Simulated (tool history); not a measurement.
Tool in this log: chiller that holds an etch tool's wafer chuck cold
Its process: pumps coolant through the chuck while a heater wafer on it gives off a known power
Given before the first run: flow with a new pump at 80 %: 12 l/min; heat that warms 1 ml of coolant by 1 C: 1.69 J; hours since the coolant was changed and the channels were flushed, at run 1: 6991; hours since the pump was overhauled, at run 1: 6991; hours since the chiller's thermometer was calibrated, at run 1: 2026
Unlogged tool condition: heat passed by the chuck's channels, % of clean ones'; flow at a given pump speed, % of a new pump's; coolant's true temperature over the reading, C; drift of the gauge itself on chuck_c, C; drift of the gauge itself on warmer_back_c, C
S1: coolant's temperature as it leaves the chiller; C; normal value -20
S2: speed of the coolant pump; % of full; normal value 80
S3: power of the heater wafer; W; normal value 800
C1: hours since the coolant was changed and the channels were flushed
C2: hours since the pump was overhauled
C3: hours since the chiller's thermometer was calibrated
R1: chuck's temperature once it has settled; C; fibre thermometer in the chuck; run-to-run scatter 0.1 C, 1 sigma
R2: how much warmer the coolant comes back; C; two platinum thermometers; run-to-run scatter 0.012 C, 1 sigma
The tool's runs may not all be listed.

run	day	S1	S2	S3	C1	C2	C3	R1	R2
1	0	-20	80	800	6991	6991	2026	-12.4	2.36
2	5.654	-20	80	800	7127	7127	2162	-12.4	2.41
# day 11.983: chiller's thermometer calibrated
3	12.858	-20	80	800	7299	7299	21	-12.4	2.37
4	21.825	-20	80	800	7514	7514	236	-12.5	2.4
5	30.042	-20	80	1083	7711	7711	433	-9.7	3.27
6	38.108	-20	80	800	7905	7905	627	-12.4	2.43
7	43.212	-28	80	800	8027	8027	749	-20.5	2.46
8	49.05	-28	80	800	8167	8167	890	-20.3	2.46
9	56.458	-20	80	800	8345	8345	1067	-12.5	2.47
10	61.462	-20	80	794	8465	8465	1187	-12.6	2.47
11	65.362	-20	80	794	8559	8559	1281	-12.5	2.49
12	69.833	-20	80	794	8666	8666	1388	-12.2	2.48
13	75.221	-20	80	794	8795	8795	1518	-12.4	2.52
14	80.633	-20	95	800	8925	8925	1648	-13.2	2.14
15	86.704	-20	80	800	9071	9071	1793	-12.4	2.54

Run 16 has not been measured yet. What should we expect?
16	90.85	-20	80	800	9171	9171	1893	?	?

{"run 16": {"R1": -12.4, "R2": 2.57}}
On a tool with no hidden condition, and with the same random variation, this run would have come out at R1 -12.4 C, R2 2.39 C.

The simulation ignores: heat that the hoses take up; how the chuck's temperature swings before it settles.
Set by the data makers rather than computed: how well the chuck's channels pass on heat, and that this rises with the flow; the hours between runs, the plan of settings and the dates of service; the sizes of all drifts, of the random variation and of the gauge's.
